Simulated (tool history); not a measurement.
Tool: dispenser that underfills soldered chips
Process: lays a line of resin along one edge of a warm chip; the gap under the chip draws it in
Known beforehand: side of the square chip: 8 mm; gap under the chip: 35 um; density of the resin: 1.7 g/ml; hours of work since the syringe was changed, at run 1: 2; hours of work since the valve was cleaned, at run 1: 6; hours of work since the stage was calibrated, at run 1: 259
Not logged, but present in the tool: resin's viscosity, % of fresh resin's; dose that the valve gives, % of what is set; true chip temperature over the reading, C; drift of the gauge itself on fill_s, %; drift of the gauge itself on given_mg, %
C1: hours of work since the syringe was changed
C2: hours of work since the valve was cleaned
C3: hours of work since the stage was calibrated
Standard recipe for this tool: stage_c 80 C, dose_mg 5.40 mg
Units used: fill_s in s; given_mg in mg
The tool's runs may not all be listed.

run 1 hour=0.0 | stage_c=80 dose_mg=5.40 | C1=2 C2=6 C3=259 | fill_s=151.1 given_mg=5.31
-- hour=9.6 new syringe of resin
run 2 hour=12.2 | stage_c=80 dose_mg=5.40 | C1=2 C2=14 C3=267 | fill_s=153.5 given_mg=5.33
-- hour=21.8 new syringe of resin
run 3 hour=23.0 | stage_c=80 dose_mg=5.40 | C1=1 C2=21 C3=274 | fill_s=141.7 given_mg=5.25
-- hour=34.1 new syringe of resin
run 4 hour=35.3 | stage_c=91 dose_mg=5.40 | C1=1 C2=29 C3=282 | fill_s=96.6 given_mg=5.18
run 5 hour=43.2 | stage_c=80 dose_mg=4.61 | C1=6 C2=35 C3=288 | fill_s=212.0 given_mg=4.49
-- hour=46.3 new syringe of resin
run 6 hour=51.3 | stage_c=80 dose_mg=4.61 | C1=3 C2=40 C3=293 | fill_s=182.4 given_mg=4.43
-- hour=58.4 new syringe of resin
run 7 hour=61.9 | stage_c=80 dose_mg=5.40 | C1=2 C2=47 C3=300 | fill_s=163.6 given_mg=5.14
-- hour=70.3 new syringe of resin
run 8 hour=71.3 | stage_c=80 dose_mg=5.40 | C1=1 C2=54 C3=306 | fill_s=140.6 given_mg=5.11
run 9 hour=79.7 | stage_c=70 dose_mg=5.40 | C1=7 C2=59 C3=312 | fill_s=302.2 given_mg=5.04
-- hour=81.8 dispensing valve cleaned and set on the balance
-- hour=83.2 new syringe of resin
run 10 hour=89.6 | stage_c=80 dose_mg=4.82 | C1=4 C2=5 C3=318 | fill_s=186.1 given_mg=4.77
-- hour=94.8 new syringe of resin
run 11 hour=98.1 | stage_c=80 dose_mg=4.82 | C1=2 C2=11 C3=324 | fill_s=163.8 given_mg=4.77
-- hour=106.3 new syringe of resin
run 12 hour=108.5 | stage_c=95 dose_mg=5.40 | C1=2 C2=18 C3=331 | fill_s=89.8 given_mg=5.32
-- hour=118.2 new syringe of resin
run 13 hour=119.7 | stage_c=95 dose_mg=5.40 | C1=1 C2=25 C3=338 | fill_s=88.2 given_mg=5.33
-- hour=130.0 new syringe of resin
run 14 hour=130.4 | stage_c=82 dose_mg=5.40 | C1=0 C2=32 C3=345 | fill_s=128.0 given_mg=5.30
run 15 hour=139.3 | stage_c=82 dose_mg=5.40 | C1=6 C2=39 C3=352 | fill_s=193.7 given_mg=5.24
-- hour=141.6 new syringe of resin
run 16 hour=147.6 | stage_c=80 dose_mg=5.40 | C1=4 C2=44 C3=357 | fill_s=181.0 given_mg=5.23
-- hour=153.4 new syringe of resin
run 17 hour=157.8 | stage_c=80 dose_mg=5.40 | C1=3 C2=51 C3=364 | fill_s=172.7 given_mg=5.18
-- hour=165.8 new syringe of resin
run 18 hour=167.2 | stage_c=80 dose_mg=5.40 | C1=1 C2=57 C3=370 | fill_s=149.5 given_mg=5.16
-- hour=172.9 dispensing valve cleaned and set on the balance
run 19 hour=177.7 | stage_c=80 dose_mg=5.40 | C1=7 C2=3 C3=377 | fill_s=227.8 given_mg=5.39
-- hour=179.2 new syringe of resin
run 20 hour=183.4 | stage_c=80 dose_mg=6.92 | C1=3 C2=7 C3=380 | fill_s=162.2 given_mg=6.90
-- hour=190.9 new syringe of resin
run 21 hour=194.1 | stage_c=66 dose_mg=6.06 | C1=2 C2=14 C3=388 | fill_s=266.4 given_mg=5.98
run 22 hour=200.8 | stage_c=66 dose_mg=5.86 | C1=7 C2=19 C3=392 | fill_s=361.6 given_mg=5.71
-- hour=202.8 new syringe of resin
run 23 hour=209.3 | stage_c=76 dose_mg=5.33 | C1=4 C2=24 C3=398 | fill_s=214.2 given_mg=5.20
-- hour=214.9 new syringe of resin
run 24 hour=218.7 | stage_c=76 dose_mg=5.33 | C1=3 C2=31 C3=404 | fill_s=195.3 given_mg=5.20
-- hour=227.0 new syringe of resin
run 25 hour=230.0 | stage_c=76 dose_mg=5.33 | C1=2 C2=38 C3=412 | fill_s=187.0 given_mg=5.11
-- hour=238.7 new syringe of resin
run 26 hour=241.2 | stage_c=91 dose_mg=5.07 | C1=2 C2=46 C3=419 | fill_s=108.7 given_mg=4.84
-- hour=250.4 new syringe of resin
run 27 hour=252.1 | stage_c=91 dose_mg=5.07 | C1=1 C2=53 C3=427 | fill_s=108.8 given_mg=4.83
run 28 hour=260.1 | stage_c=80 dose_mg=5.79 | C1=7 C2=59 C3=432 | fill_s=220.9 given_mg=5.47
-- hour=262.5 new syringe of resin
-- hour=263.5 dispensing valve cleaned and set on the balance
run 29 hour=270.3 | stage_c=69 dose_mg=5.45 | C1=5 C2=5 C3=438 | fill_s=291.2 given_mg=5.45
-- hour=275.1 new syringe of resin
run 30 hour=279.4 | stage_c=83 dose_mg=5.40 | C1=3 C2=11 C3=444 | fill_s=154.8 given_mg=5.37
-- hour=286.8 new syringe of resin
run 31 hour=287.8 | stage_c=85 dose_mg=6.51 | C1=1 C2=16 C3=450 | fill_s=121.8 given_mg=6.40
run 32 hour=297.7 | stage_c=83 dose_mg=4.85 | C1=8 C2=23 C3=457 | fill_s=218.3 given_mg=4.73
-- hour=298.6 new syringe of resin
run 33 hour=305.8 | stage_c=66 dose_mg=5.17 | C1=5 C2=29 C3=462 | fill_s=342.6 given_mg=5.08
-- hour=310.5 new syringe of resin
run 34 hour=313.0 | stage_c=93 dose_mg=6.70 | C1=2 C2=33 C3=467 | fill_s=96.4 given_mg=6.50
run 35 hour=320.6 | stage_c=83 dose_mg=4.95 | C1=7 C2=39 C3=472 | fill_s=209.4 given_mg=4.78

What if the next run were any one of these 4? Each begins from the tool's condition after run 35:
-- hour=322.4 new syringe of resin
run A hour=332.5 | stage_c=88 dose_mg=4.95 | C1=7 C2=47 C3=480 | fill_s=? given_mg=?
-- hour=322.4 new syringe of resin
run B hour=332.5 | stage_c=83 dose_mg=5.05 | C1=7 C2=47 C3=480 | fill_s=? given_mg=?
-- hour=322.4 new syringe of resin
run C hour=332.5 | stage_c=69 dose_mg=6.30 | C1=7 C2=47 C3=480 | fill_s=? given_mg=?
-- hour=322.4 new syringe of resin
run D hour=332.5 | stage_c=87 dose_mg=5.75 | C1=7 C2=47 C3=480 | fill_s=? given_mg=?

run=A fill_s=173.9 given_mg=4.71
run=B fill_s=211.8 given_mg=4.86
run=C fill_s=335.2 given_mg=6.01
run=D fill_s=172.2 given_mg=5.48
Had the tool no hidden state, the same runs would have come out as:
run=A fill_s=96.8 given_mg=4.94
run=B fill_s=117.7 given_mg=5.09
run=C fill_s=186.2 given_mg=6.29
run=D fill_s=96.8 given_mg=5.74

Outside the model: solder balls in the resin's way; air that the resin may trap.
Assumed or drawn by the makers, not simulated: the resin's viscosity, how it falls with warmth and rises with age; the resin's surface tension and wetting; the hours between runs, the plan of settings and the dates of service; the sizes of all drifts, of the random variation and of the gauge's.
